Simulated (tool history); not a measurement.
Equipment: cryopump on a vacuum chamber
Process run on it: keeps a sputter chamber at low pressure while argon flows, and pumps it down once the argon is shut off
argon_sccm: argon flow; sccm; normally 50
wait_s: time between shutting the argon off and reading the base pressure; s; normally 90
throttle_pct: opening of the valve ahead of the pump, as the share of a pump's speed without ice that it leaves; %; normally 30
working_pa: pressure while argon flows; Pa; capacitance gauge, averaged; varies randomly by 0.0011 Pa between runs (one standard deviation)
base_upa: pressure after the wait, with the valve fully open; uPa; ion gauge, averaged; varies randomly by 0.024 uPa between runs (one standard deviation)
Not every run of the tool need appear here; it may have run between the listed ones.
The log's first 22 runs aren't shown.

run     day  argon_sccm  wait_s  throttle_pct  working_pa  base_upa
 23  37.546          50      29            30      0.2604      3.06
 24  38.896          30      27            25      0.1856      3.36
 25  40.342          30      27            25      0.1858      3.28
 26  41.825          27      58            22      0.1880      2.19
 27  43.529          27      58            22      0.1870      2.17
     43.938  -- pump warmed up, emptied and cooled again
 28  45.021          38      90            41      0.1329      1.55
 29  46.808          50     198            24      0.2957      1.25
 30  48.929          39     283            44      0.1280      1.15

Forecast each of these 5 alternatives for the next run:
  A  50.446          35      53            36           ?         ?
  B  50.446          39      49            44           ?         ?
  C  50.446          64     283            58           ?         ?
  D  50.446          98      22            25           ?         ?
  E  50.446          26      95            24           ?         ?

run  working_pa  base_upa
  A      0.1401      2.10
  B      0.1290      2.19
  C      0.1610      1.18
  D      0.5581      3.64
  E      0.1553      1.60
Without the tool's hidden state the same runs would have given:
run  working_pa  base_upa
  A      0.1371      1.36
  B      0.1256      1.45
  C      0.1556      0.46
  D      0.5498      2.91
  E      0.1531      0.86

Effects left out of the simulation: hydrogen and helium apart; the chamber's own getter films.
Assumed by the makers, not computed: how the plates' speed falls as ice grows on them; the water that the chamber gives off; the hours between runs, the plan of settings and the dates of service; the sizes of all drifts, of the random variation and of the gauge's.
